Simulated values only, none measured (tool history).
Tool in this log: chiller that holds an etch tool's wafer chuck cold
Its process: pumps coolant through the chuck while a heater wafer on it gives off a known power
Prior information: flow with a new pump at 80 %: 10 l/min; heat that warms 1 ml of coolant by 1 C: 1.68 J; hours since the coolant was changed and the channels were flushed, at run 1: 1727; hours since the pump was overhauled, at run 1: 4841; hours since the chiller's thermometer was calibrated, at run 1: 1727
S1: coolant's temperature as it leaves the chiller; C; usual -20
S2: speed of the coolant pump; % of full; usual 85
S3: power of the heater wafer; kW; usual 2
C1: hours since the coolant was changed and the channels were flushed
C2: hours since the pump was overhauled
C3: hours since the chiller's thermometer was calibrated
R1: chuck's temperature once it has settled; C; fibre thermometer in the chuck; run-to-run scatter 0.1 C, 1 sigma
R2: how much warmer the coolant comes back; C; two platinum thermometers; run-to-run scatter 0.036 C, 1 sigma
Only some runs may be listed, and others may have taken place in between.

run	day	S1	S2	S3	C1	C2	C3	R1	R2
1	0	-20	85	2	1727	4841	1727	-7.5	6.66
2	4.2	-20	85	2	1828	4942	1828	-7.5	6.68
3	9.246	-20	85	2	1949	5063	1949	-7.4	6.69
4	15.021	-20	85	2	2087	5201	2087	-7.6	6.69
5	19.121	-20	85	2	2186	5300	2186	-7.5	6.69
6	23.367	-20	85	2	2288	5402	2288	-7.5	6.77
7	26.45	-20	89	2	2362	5476	2362	-8.1	6.41
8	30.238	-20	85	2	2452	5567	2452	-7.4	6.74
9	35.362	-20	85	2	2575	5690	2575	-7.3	6.79
10	39.671	-20	85	2	2679	5793	2679	-7.5	6.75
11	43.358	-20	85	2.501	2767	5882	2767	-4.4	8.39
12	48.521	-20	85	2.501	2891	6005	2891	-4.2	8.49
13	52.588	-20	85	2.501	2989	6103	2989	-4.6	8.46
14	56.804	-20	85	2.501	3090	6204	3090	-4.4	8.51
15	63.342	-20	85	2.501	3247	6361	3247	-4.3	8.42
16	69.738	-20	85	2.501	3400	6515	3400	-4.5	8.46
# day 70.346: chiller's thermometer calibrated
17	74.858	-20	87	2.253	3522	6637	108	-6.2	7.51
18	77.871	-12	83	1.63	3595	6709	181	-1.6	5.68
19	83.496	-15	79	2.316	3730	6844	316	0.5	8.53
20	89.467	-19	63	1.631	3873	6987	459	-5.8	7.69
21	95.983	-20	85	2.953	4029	7144	615	-1.7	9.97
22	98.679	-20	85	2.953	4094	7208	680	-1.7	10.03
23	102.362	-28	86	1.798	4182	7297	768	-16.9	6.11
24	106.671	-24	71	1.074	4286	7400	872	-15.9	4.5
25	110.596	-24	71	1.074	4380	7494	966	-16.3	4.53
26	114.875	-26	72	1.104	4483	7597	1069	-17.9	4.54
27	117.662	-29	62	1.64	4550	7664	1136	-15.4	7.85
28	123.129	-20	60	2.146	4681	7795	1267	-1.6	10.62
29	128.979	-20	79	2.146	4821	7935	1407	-5.5	7.95
30	133.942	-20	79	2.146	4940	8055	1526	-5.7	7.91
31	138.217	-29	63	2.552	5043	8157	1629	-8.1	11.98

For each entry between runs, how does the tool's hidden state at the last listed run before it compare with that at the first listed run after it?
Between runs 16 and 17: chiller's thermometer calibrated (day 70.346)
  coolant's true temperature over the reading, C: 0.01 -> 0
  measured less the result without the state, R2: +0.11 -> +0.12 C

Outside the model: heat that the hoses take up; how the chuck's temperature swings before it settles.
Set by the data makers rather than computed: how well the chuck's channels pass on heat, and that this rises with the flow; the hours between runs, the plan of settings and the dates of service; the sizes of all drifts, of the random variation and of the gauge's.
